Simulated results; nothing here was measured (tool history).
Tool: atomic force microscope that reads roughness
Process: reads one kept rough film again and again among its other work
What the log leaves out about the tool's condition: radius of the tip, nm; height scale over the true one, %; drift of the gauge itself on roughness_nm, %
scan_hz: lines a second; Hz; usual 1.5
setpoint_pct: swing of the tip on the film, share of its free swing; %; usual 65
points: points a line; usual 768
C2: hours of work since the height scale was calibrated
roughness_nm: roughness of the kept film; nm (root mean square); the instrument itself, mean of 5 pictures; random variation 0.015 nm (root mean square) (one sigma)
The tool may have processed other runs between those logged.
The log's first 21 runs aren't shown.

{"run": 22, "day": 15.262, "scan_hz": 2.82, "setpoint_pct": 71, "points": 555, "pictures with this tip": 137, "C2": 53, "roughness_nm": 2.556}
{"run": 23, "day": 15.742, "scan_hz": 0.8, "setpoint_pct": 68, "points": 348, "pictures with this tip": 156, "C2": 60, "roughness_nm": 2.613}
{"day": 16.042, "done": "height scale calibrated on a step standard, once more"}
{"run": 24, "day": 16.758, "scan_hz": 0.8, "setpoint_pct": 68, "points": 348, "pictures with this tip": 194, "C2": 11, "roughness_nm": 2.467}
{"run": 25, "day": 17.721, "scan_hz": 0.57, "setpoint_pct": 68, "points": 296, "pictures with this tip": 231, "C2": 25, "roughness_nm": 2.309}
{"day": 18.117, "done": "new tip fitted"}
{"run": 26, "day": 18.421, "scan_hz": 0.93, "setpoint_pct": 84, "points": 339, "pictures with this tip": 12, "C2": 35, "roughness_nm": 3.275}
{"run": 27, "day": 19.483, "scan_hz": 3.12, "setpoint_pct": 55, "points": 339, "pictures with this tip": 53, "C2": 51, "roughness_nm": 3.099}
{"run": 28, "day": 20.008, "scan_hz": 3.12, "setpoint_pct": 55, "points": 339, "pictures with this tip": 74, "C2": 59, "roughness_nm": 2.959}
{"run": 29, "day": 20.488, "scan_hz": 1.98, "setpoint_pct": 58, "points": 725, "pictures with this tip": 92, "C2": 66, "roughness_nm": 2.945}
{"run": 30, "day": 21.338, "scan_hz": 1.98, "setpoint_pct": 82, "points": 756, "pictures with this tip": 125, "C2": 78, "roughness_nm": 2.515}
{"run": 31, "day": 21.833, "scan_hz": 1.71, "setpoint_pct": 82, "points": 756, "pictures with this tip": 144, "C2": 86, "roughness_nm": 2.458}
{"run": 32, "day": 22.904, "scan_hz": 1.5, "setpoint_pct": 86, "points": 768, "pictures with this tip": 186, "C2": 102, "roughness_nm": 2.276}
{"run": 33, "day": 23.6, "scan_hz": 0.68, "setpoint_pct": 61, "points": 434, "pictures with this tip": 213, "C2": 112, "roughness_nm": 2.37}
{"day": 24.404, "done": "new tip fitted"}
{"run": 34, "day": 24.604, "scan_hz": 0.68, "setpoint_pct": 61, "points": 434, "pictures with this tip": 8, "C2": 127, "roughness_nm": 3.513}
{"run": 35, "day": 25.208, "scan_hz": 0.68, "setpoint_pct": 61, "points": 434, "pictures with this tip": 31, "C2": 136, "roughness_nm": 3.351}
{"run": 36, "day": 26.175, "scan_hz": 0.58, "setpoint_pct": 57, "points": 356, "pictures with this tip": 68, "C2": 150, "roughness_nm": 3.109}
{"run": 37, "day": 27.092, "scan_hz": 0.58, "setpoint_pct": 81, "points": 998, "pictures with this tip": 104, "C2": 163, "roughness_nm": 2.853}
{"run": 38, "day": 27.842, "scan_hz": 3.43, "setpoint_pct": 59, "points": 420, "pictures with this tip": 133, "C2": 175, "roughness_nm": 2.61}
{"run": 39, "day": 28.925, "scan_hz": 3.43, "setpoint_pct": 59, "points": 420, "pictures with this tip": 175, "C2": 191, "roughness_nm": 2.444}
{"run": 40, "day": 29.467, "scan_hz": 2.13, "setpoint_pct": 72, "points": 491, "pictures with this tip": 196, "C2": 199, "roughness_nm": 2.315}
{"run": 41, "day": 30.429, "scan_hz": 2.13, "setpoint_pct": 72, "points": 491, "pictures with this tip": 233, "C2": 213, "roughness_nm": 2.171}

4 options for the next run, each taken on its own from the tool as it stands now. Forecast them:
{"day": 30.742, "done": "new tip fitted"}
{"run": "A", "day": 31.196, "scan_hz": 0.95, "setpoint_pct": 56, "points": 491, "pictures with this tip": 18, "C2": 224, "roughness_nm": "?"}
{"day": 30.742, "done": "new tip fitted"}
{"run": "B", "day": 31.196, "scan_hz": 0.75, "setpoint_pct": 83, "points": 715, "pictures with this tip": 18, "C2": 224, "roughness_nm": "?"}
{"day": 30.742, "done": "new tip fitted"}
{"run": "C", "day": 31.196, "scan_hz": 0.59, "setpoint_pct": 72, "points": 411, "pictures with this tip": 18, "C2": 224, "roughness_nm": "?"}
{"day": 30.742, "done": "new tip fitted"}
{"run": "D", "day": 31.196, "scan_hz": 0.54, "setpoint_pct": 65, "points": 340, "pictures with this tip": 18, "C2": 224, "roughness_nm": "?"}

run=A roughness_nm=3.475
run=B roughness_nm=3.368
run=C roughness_nm=3.442
run=D roughness_nm=3.425
Take away the tool's hidden state, keep each run's random variation, and the runs would have read:
run=A roughness_nm=3.664
run=B roughness_nm=3.552
run=C roughness_nm=3.629
run=D roughness_nm=3.612

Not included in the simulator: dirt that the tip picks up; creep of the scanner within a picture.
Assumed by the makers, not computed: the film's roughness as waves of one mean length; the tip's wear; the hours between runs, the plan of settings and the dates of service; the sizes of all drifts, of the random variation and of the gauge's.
